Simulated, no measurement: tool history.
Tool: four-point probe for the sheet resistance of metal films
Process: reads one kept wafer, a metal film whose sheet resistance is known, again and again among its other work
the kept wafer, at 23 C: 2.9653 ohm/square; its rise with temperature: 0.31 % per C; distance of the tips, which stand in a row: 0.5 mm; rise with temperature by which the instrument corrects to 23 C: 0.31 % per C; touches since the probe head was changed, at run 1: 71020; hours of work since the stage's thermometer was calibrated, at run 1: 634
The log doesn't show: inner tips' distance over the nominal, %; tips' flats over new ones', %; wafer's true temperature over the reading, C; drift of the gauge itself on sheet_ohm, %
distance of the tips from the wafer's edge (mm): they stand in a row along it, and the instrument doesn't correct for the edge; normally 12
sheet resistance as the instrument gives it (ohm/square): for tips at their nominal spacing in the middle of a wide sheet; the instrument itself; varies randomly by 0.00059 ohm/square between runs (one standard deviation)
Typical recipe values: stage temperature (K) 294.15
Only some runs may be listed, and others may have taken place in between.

run	day	stage temperature (K)	distance of the tips from the wafer's edge (mm)	touches since the probe head was changed	hours of work since the stage's thermometer was calibrated	sheet resistance as the instrument gives it (ohm/square)
1	0	294.15	12	71020	634	2.962866
2	1.962	294.15	12	73161	659	2.963134
3	3.688	294.15	12	75042	682	2.961985
4	5.425	294.15	12	76936	704	2.962274
5	7.104	294.15	74	78769	726	2.959433
6	8.504	294.15	59	80296	744	2.960878
7	10.679	294.15	59	82665	773	2.959004
8	12.433	294.15	5	84578	795	2.974022
9	14.083	294.15	5	86377	817	2.975243
10	15.975	294.15	5	88439	841	2.973862
11	18.125	294.15	12	90784	869	2.959622
12	19.875	294.15	12	92694	892	2.960243
13	21.888	294.15	12	94891	918	2.959394
14	23.946	292.15	12	97135	945	2.959828
15	25.433	294.15	12	98757	964	2.959094
16	26.883	294.15	12	100340	983	2.959373
17	28.55	294.15	12	102154	1004	2.957557
18	30.871	294.15	32	104688	1035	2.956176
19	32.133	294.15	32	106061	1051	2.957327
20	33.433	294.15	32	107482	1068	2.955722
21	35.708	294.15	32	109960	1097	2.954782
22	37.129	294.15	34	111512	1116	2.955214
# day 37.279: stage's thermometer calibrated
23	38.567	292.15	12	113055	17	2.95726
24	39.792	292.15	12	114394	33	2.958208
25	41.654	306.15	8	116422	57	2.961246
26	42.8	294.15	12	117672	72	2.957944
27	44.062	294.15	35	119048	88	2.95459
28	46.279	307.15	63	121465	117	2.953822
29	47.329	294.15	11	122612	130	2.957992
# day 49.433: stage's thermometer calibrated, once more
30	49.433	294.15	11	124886	0	2.953606
31	51.246	296.15	12	126863	24	2.953217
32	52.567	303.15	6	128303	41	2.96001
33	54.612	303.15	6	130534	67	2.959776
34	55.896	306.15	16	131931	84	2.950633
35	58.004	294.15	16	134233	111	2.950534
36	60.012	297.15	65	136422	137	2.94918
37	61.842	297.15	65	138418	161	2.948659
38	63.621	297.15	65	140354	184	2.949747
39	65.421	297.15	65	142320	207	2.948431
40	66.479	300.15	12	143472	221	2.951108
41	67.788	293.15	68	144902	238	2.947977
42	69.908	293.15	68	147215	266	2.948216
43	71.771	292.15	41	149243	290	2.947629
44	73.238	295.15	21	150842	309	2.948317
45	75.146	306.15	36	152925	334	2.947617
46	76.192	293.15	63	154067	347	2.946092

Below are 3 alternative next runs, each starting from the tool's condition after run 46. Predict each:
A	77.454	304.15	63	155442	364	?
B	77.454	294.15	31	155442	364	?
C	77.454	293.15	51	155442	364	?

run	sheet resistance as the instrument gives it (ohm/square)
A	2.947064
B	2.947162
C	2.946511
With the hidden condition removed and each run's random variation left untouched, the same runs would have given:
run	sheet resistance as the instrument gives it (ohm/square)
A	2.966127
B	2.966209
C	2.965552
